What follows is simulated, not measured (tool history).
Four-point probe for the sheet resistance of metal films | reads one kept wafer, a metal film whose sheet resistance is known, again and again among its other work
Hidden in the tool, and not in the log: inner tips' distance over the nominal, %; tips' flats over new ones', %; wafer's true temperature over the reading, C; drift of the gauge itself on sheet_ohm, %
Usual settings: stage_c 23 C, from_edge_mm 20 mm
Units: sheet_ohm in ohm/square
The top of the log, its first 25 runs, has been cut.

run,hour,stage_c,from_edge_mm,touches since the probe head was changed,hours of work since the stage's thermometer was calibrated,sheet_ohm
26,501.3,24,23,19627,1170,4.541696
27,520.4,20,44,20131,1183,4.55425
28,540,23,36,20647,1195,4.54399
29,561.8,34,34,21222,1209,4.512606
30,573.2,26,52,21524,1216,4.536062
31,592.1,20,4,22023,1229,4.611892
32,605.6,20,4,22379,1237,4.613501
33,620.2,23,3,22764,1247,4.649145
34,634.2,23,36,23133,1255,4.543056
35,660.9,22,5,23838,1273,4.584637
36,682.6,22,5,24410,1286,4.58578
37,708.2,22,5,25086,1303,4.584625
38,719.1,22,5,25373,1310,4.585366
39,737.8,29,13,25867,1322,4.530882
40,762.8,19,10,26526,1338,4.563201
41,787.6,32,16,27182,1354,4.52051
42,814.4,22,27,27888,1371,4.548866
43,833.7,20,23,28396,1383,4.55411
44,857,27,61,29012,1398,4.532624

Below are 5 alternative next runs, each starting from the tool's condition after run 44. Predict each:
A,871.2,23,14,29387,1407,?
B,871.2,21,4,29387,1407,?
C,871.2,28,61,29387,1407,?
D,871.2,32,29,29387,1407,?
E,871.2,24,20,29387,1407,?

run,sheet_ohm
A,4.548207
B,4.610171
C,4.528731
D,4.517406
E,4.542913
What these runs would have given with no unlogged condition in the tool:
run,sheet_ohm
A,4.528981
B,4.590741
C,4.509506
D,4.498168
E,4.523692

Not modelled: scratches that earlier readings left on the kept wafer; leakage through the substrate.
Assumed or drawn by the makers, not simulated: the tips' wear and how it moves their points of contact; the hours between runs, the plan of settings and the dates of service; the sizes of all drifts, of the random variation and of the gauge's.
